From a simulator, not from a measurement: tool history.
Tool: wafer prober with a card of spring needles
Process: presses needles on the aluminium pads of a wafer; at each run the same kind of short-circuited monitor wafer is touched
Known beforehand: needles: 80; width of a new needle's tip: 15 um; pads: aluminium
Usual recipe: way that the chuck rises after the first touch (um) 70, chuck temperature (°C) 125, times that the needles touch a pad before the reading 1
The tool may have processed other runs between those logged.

| run | hour | way that the chuck rises after the first touch (um) | chuck temperature (°C) | times that the needles touch a pad before the reading | resistance of one needle with its contact and lead (mohm) | way that a needle slides on the pad (um) |
|---|---|---|---|---|---|---|
| 1 | 0 | 70 | 125 | 1 | 218 | 14.24 |
| 2 | 7.1 | 70 | 125 | 1 | 230 | 14.22 |
|  | 12.5 | tips cleaned on abrasive film |
| 3 | 13.9 | 70 | 125 | 1 | 244 | 14.17 |
| 4 | 19.3 | 70 | 125 | 1 | 244 | 14.15 |
| 5 | 25.7 | 70 | 125 | 1 | 241 | 14.12 |
|  | 26.5 | tips cleaned on abrasive film |
| 6 | 31.1 | 70 | 125 | 1 | 223 | 14.09 |
| 7 | 35.9 | 70 | 125 | 1 | 230 | 14.16 |
|  | 40.7 | tips cleaned on abrasive film |
| 8 | 42.4 | 70 | 104 | 1 | 215 | 14.13 |
|  | 44.5 | height of the first contact set anew |
| 9 | 48.3 | 70 | 104 | 1 | 226 | 14.32 |
|  | 55.2 | tips cleaned on abrasive film |
| 10 | 55.3 | 70 | 104 | 1 | 212 | 14.36 |
| 11 | 64 | 70 | 104 | 1 | 228 | 14.3 |
|  | 69.5 | tips cleaned on abrasive film, once more |
| 12 | 72.7 | 69 | 125 | 2 | 218 | 14.09 |
| 13 | 81.1 | 69 | 76 | 2 | 218 | 14.08 |
|  | 83.7 | tips cleaned on abrasive film |
| 14 | 88.6 | 69 | 46 | 2 | 200 | 14.06 |
|  | 98.2 | tips cleaned on abrasive film |
| 15 | 98.4 | 70 | 125 | 2 | 216 | 14.24 |
| 16 | 108.2 | 73 | 88 | 2 | 216 | 14.86 |
|  | 112.7 | tips cleaned on abrasive film |
| 17 | 118 | 87 | 88 | 2 | 206 | 17.72 |
|  | 126.8 | tips cleaned on abrasive film |
| 18 | 129.1 | 87 | 88 | 3 | 207 | 17.71 |
| 19 | 135 | 87 | 88 | 3 | 205 | 17.69 |

Here are 5 independent what-if runs from the current tool condition. What would each one return?
|  | 141 | tips cleaned on abrasive film |
| A | 144.6 | 87 | 112 | 1 | ? | ? |
|  | 141 | tips cleaned on abrasive film |
| B | 144.6 | 52 | 46 | 1 | ? | ? |
|  | 141 | tips cleaned on abrasive film |
| C | 144.6 | 63 | 88 | 2 | ? | ? |
|  | 141 | tips cleaned on abrasive film |
| D | 144.6 | 51 | 32 | 2 | ? | ? |
|  | 141 | tips cleaned on abrasive film |
| E | 144.6 | 70 | 125 | 2 | ? | ? |

| run | resistance of one needle with its contact and lead (mohm) | way that a needle slides on the pad (um) |
|---|---|---|
| A | 214 | 17.67 |
| B | 222 | 10.5 |
| C | 215 | 12.76 |
| D | 213 | 10.32 |
| E | 220 | 14.2 |
Without the tool's unlogged condition, the same runs would have read:
| run | resistance of one needle with its contact and lead (mohm) | way that a needle slides on the pad (um) |
|---|---|---|
| A | 207 | 17.8 |
| B | 202 | 10.64 |
| C | 207 | 12.89 |
| D | 200 | 10.45 |
| E | 213 | 14.33 |
